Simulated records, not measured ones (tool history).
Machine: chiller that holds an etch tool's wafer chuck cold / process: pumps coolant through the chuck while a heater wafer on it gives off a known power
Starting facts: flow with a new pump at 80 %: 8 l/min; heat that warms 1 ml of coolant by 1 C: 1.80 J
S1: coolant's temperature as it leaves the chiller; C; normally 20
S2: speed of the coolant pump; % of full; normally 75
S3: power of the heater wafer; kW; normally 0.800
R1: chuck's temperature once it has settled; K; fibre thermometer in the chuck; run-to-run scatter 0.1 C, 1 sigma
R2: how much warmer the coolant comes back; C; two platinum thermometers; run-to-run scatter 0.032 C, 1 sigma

run	hour	S1	S2	S3	R1	R2
1	0.0	20	75	0.800	303.75	3.57
2	44.6	21	75	0.800	304.65	3.58
3	110.1	21	75	0.800	304.75	3.65
4	167.5	21	75	0.800	304.75	3.61
5	264.4	21	75	0.800	304.45	3.56
6	315.6	17	75	0.800	300.55	3.56
7	377.9	28	75	0.800	311.65	3.55
8	481.4	28	75	0.800	311.75	3.54
9	554.0	28	75	0.800	311.75	3.58
10	636.4	20	61	0.800	305.75	4.49
11	742.4	20	61	0.800	305.85	4.43
12	847.8	20	61	0.800	305.55	4.41
13	942.8	20	75	0.800	303.55	3.60
14	1049.5	20	75	0.800	303.85	3.57
15	1098.3	20	76	0.800	303.45	3.55
16	1172.9	12	64	0.798	297.05	4.23
17	1273.3	12	64	0.798	297.15	4.23
18	1327.9	12	84	0.972	296.75	3.88
19	1390.5	24	63	1.015	312.65	5.52
20	1470.7	12	79	1.015	297.65	4.29
21	1530.8	12	79	1.015	297.85	4.31
22	1595.2	23	100	0.625	302.55	2.07
23	1653.9	23	90	0.625	303.15	2.28
24	1760.7	23	90	0.625	303.25	2.29
25	1815.1	23	63	0.800	308.25	4.31
26	1903.8	23	63	0.800	308.45	4.29
# hour 2005.6: chiller's thermometer calibrated
27	2010.8	23	63	0.800	308.35	4.33

Branching from run 27: 3 alternative next runs. What would each branch give?
A	2121.3	18	75	0.800	?	?
B	2121.3	20	89	0.800	?	?
C	2121.3	12	97	0.823	?	?

run	R1	R2
A	301.65	3.59
B	302.15	2.99
C	293.85	2.77
Take away the tool's hidden state, keep each run's random variation, and the runs would have read:
run	R1	R2
A	301.65	3.58
B	302.15	2.99
C	293.85	2.77
